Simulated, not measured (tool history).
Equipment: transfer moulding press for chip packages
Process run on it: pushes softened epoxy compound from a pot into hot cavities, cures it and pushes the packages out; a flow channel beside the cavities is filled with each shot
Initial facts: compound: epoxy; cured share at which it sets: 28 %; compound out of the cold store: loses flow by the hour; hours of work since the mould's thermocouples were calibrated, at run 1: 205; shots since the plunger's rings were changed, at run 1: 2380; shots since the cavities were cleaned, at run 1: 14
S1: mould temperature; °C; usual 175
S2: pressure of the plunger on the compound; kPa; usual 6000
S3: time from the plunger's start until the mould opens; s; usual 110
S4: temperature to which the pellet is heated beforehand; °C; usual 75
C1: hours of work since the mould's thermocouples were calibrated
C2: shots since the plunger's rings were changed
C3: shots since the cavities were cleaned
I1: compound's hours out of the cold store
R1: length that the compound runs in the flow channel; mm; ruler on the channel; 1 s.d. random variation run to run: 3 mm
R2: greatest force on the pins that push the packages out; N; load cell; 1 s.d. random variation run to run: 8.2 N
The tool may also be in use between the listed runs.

| run | hour | S1 | S2 | S3 | S4 | C1 | C2 | C3 | I1 | R1 | R2 |
|---|---|---|---|---|---|---|---|---|---|---|---|
| 1 | 0 | 175 | 6000 | 110 | 75 | 205 | 2380 | 14 | 8.6 | 747 | 381 |
| 2 | 21.1 | 175 | 6000 | 110 | 75 | 215 | 2563 | 197 | 32.6 | 623 | 347 |
| 3 | 40.6 | 175 | 6000 | 110 | 75 | 224 | 2732 | 366 | 25.6 | 659 | 358 |
| 4 | 51.1 | 175 | 6000 | 110 | 75 | 229 | 2824 | 458 | 16.5 | 699 | 377 |
| 5 | 70.9 | 175 | 6000 | 105 | 75 | 239 | 2996 | 630 | 24.4 | 662 | 381 |
| 6 | 90.2 | 175 | 6000 | 105 | 75 | 248 | 3163 | 797 | 46.5 | 568 | 383 |
|  | 100.5 | cavities cleaned with cleaning compound and waxed |
| 7 | 114.6 | 175 | 6000 | 105 | 75 | 259 | 3362 | 121 | 44 | 573 | 370 |
| 8 | 129 | 175 | 6000 | 110 | 75 | 266 | 3488 | 247 | 43.2 | 584 | 353 |
| 9 | 142 | 175 | 6000 | 110 | 75 | 272 | 3601 | 360 | 12.6 | 727 | 375 |
| 10 | 154.3 | 175 | 6000 | 110 | 75 | 278 | 3708 | 467 | 17.1 | 704 | 377 |
| 11 | 171.4 | 175 | 6000 | 110 | 75 | 286 | 3856 | 615 | 14 | 717 | 368 |
| 12 | 195.3 | 175 | 6000 | 110 | 75 | 297 | 4064 | 823 | 28.2 | 645 | 361 |
|  | 202.1 | cavities cleaned with cleaning compound and waxed |
| 13 | 213.4 | 175 | 6000 | 110 | 75 | 305 | 4208 | 98 | 40.1 | 592 | 379 |
|  | 230.6 | plunger's sealing rings changed |
| 14 | 235.7 | 175 | 6000 | 110 | 75 | 315 | 44 | 270 | 13.7 | 721 | 388 |
| 15 | 261 | 175 | 6000 | 110 | 83 | 327 | 264 | 490 | 27.4 | 644 | 356 |
| 16 | 276.5 | 175 | 6000 | 110 | 83 | 334 | 399 | 625 | 43.2 | 575 | 364 |

For run 17, what comes out?
| 17 | 288.3 | 175 | 6000 | 110 | 83 | 340 | 501 | 727 | 23.8 | ? | ? |

R1: 665 mm
R2: 371 N
The same run, on a tool lacking any hidden state, would have yielded R1 665 mm, R2 368 N.
